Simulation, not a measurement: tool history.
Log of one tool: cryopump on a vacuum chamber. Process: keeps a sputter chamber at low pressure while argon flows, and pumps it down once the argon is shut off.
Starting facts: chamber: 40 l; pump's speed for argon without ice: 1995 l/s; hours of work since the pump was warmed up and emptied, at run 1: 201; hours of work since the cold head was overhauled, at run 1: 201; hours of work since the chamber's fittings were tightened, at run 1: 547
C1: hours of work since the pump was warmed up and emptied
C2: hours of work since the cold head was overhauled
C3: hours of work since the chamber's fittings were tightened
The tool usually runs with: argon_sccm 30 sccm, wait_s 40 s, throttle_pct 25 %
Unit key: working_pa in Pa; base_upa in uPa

Run 1, hour 0.0: usual settings; C1 201; C2 201; C3 547. Result: working_pa 0.1033 Pa, base_upa 1.23 uPa.
Run 2, hour 27.7: usual settings but wait_s 96 s; C1 225; C2 225; C3 571. Result: working_pa 0.1046 Pa, base_upa 0.76 uPa.
Run 3, hour 53.1: usual settings but wait_s 96 s, throttle_pct 31 %; C1 246; C2 246; C3 592. Result: working_pa 0.0847 Pa, base_upa 0.72 uPa.
Run 4, hour 65.4: usual settings but wait_s 96 s, throttle_pct 31 %; C1 257; C2 257; C3 603. Result: working_pa 0.0854 Pa, base_upa 0.76 uPa.
Run 5, hour 83.9: usual settings; C1 273; C2 273; C3 619. Result: working_pa 0.1038 Pa, base_upa 1.26 uPa.
Run 6, hour 99.0: usual settings but argon_sccm 35 sccm; C1 285; C2 285; C3 631. Result: working_pa 0.1240 Pa, base_upa 1.29 uPa.
Run 7, hour 126.2: usual settings but argon_sccm 35 sccm; C1 308; C2 308; C3 655. Result: working_pa 0.1218 Pa, base_upa 1.27 uPa.
Run 8, hour 145.8: usual settings but throttle_pct 42 %; C1 325; C2 325; C3 671. Result: working_pa 0.0633 Pa, base_upa 1.32 uPa.
Run 9, hour 172.1: usual settings but throttle_pct 42 %; C1 348; C2 348; C3 694. Result: working_pa 0.0631 Pa, base_upa 1.36 uPa.
Run 10, hour 197.4: usual settings but argon_sccm 22 sccm, wait_s 122 s, throttle_pct 16 %; C1 369; C2 369; C3 715. Result: working_pa 0.1183 Pa, base_upa 0.66 uPa.
Run 11, hour 226.0: usual settings but wait_s 30 s, throttle_pct 50 %; C1 393; C2 393; C3 740. Result: working_pa 0.0536 Pa, base_upa 1.66 uPa.
Run 12, hour 241.8: usual settings but argon_sccm 13 sccm, wait_s 74 s, throttle_pct 30 %; C1 407; C2 407; C3 753. Result: working_pa 0.0383 Pa, base_upa 0.92 uPa.
Run 13, hour 255.6: usual settings but argon_sccm 13 sccm, wait_s 74 s, throttle_pct 30 %; C1 419; C2 419; C3 765. Result: working_pa 0.0378 Pa, base_upa 0.93 uPa.
Run 14, hour 269.4: usual settings but argon_sccm 13 sccm, wait_s 74 s, throttle_pct 30 %; C1 430; C2 430; C3 776. Result: working_pa 0.0379 Pa, base_upa 0.94 uPa.
Run 15, hour 285.6: usual settings but argon_sccm 49 sccm, wait_s 155 s, throttle_pct 37 %; C1 444; C2 444; C3 790. Result: working_pa 0.1181 Pa, base_upa 0.65 uPa.
Run 16, hour 309.1: usual settings but argon_sccm 24 sccm, throttle_pct 46 %; C1 464; C2 464; C3 810. Result: working_pa 0.0475 Pa, base_upa 1.37 uPa.
Run 17, hour 326.0: usual settings but argon_sccm 14 sccm, wait_s 75 s, throttle_pct 26 %; C1 478; C2 478; C3 825. Result: working_pa 0.0470 Pa, base_upa 0.96 uPa.

Consider 5 possible next runs. They are alternatives, not a sequence: every one starts from the tool as it was left by run 17. What does each give?
Run A, hour 351.8: usual settings but argon_sccm 59 sccm, wait_s 29 s, throttle_pct 26 %; C1 500; C2 500; C3 846. Result: working_pa ?, base_upa ?.
Run B, hour 351.8: usual settings but argon_sccm 36 sccm, wait_s 32 s, throttle_pct 44 %; C1 500; C2 500; C3 846. Result: working_pa ?, base_upa ?.
Run C, hour 351.8: usual settings but argon_sccm 51 sccm; C1 500; C2 500; C3 846. Result: working_pa ?, base_upa ?.
Run D, hour 351.8: usual settings but throttle_pct 20 %; C1 500; C2 500; C3 846. Result: working_pa ?, base_upa ?.
Run E, hour 351.8: usual settings but throttle_pct 39 %; C1 500; C2 500; C3 846. Result: working_pa ?, base_upa ?.

run  working_pa  base_upa
  A      0.2031      1.79
  B      0.0761      1.63
  C      0.1815      1.39
  D      0.1308      1.40
  E      0.0687      1.41
Had the tool no hidden state, the same runs would have come out as:
run  working_pa  base_upa
  A      0.1941      1.51
  B      0.0707      1.36
  C      0.1737      1.12
  D      0.1263      1.14
  E      0.0642      1.14
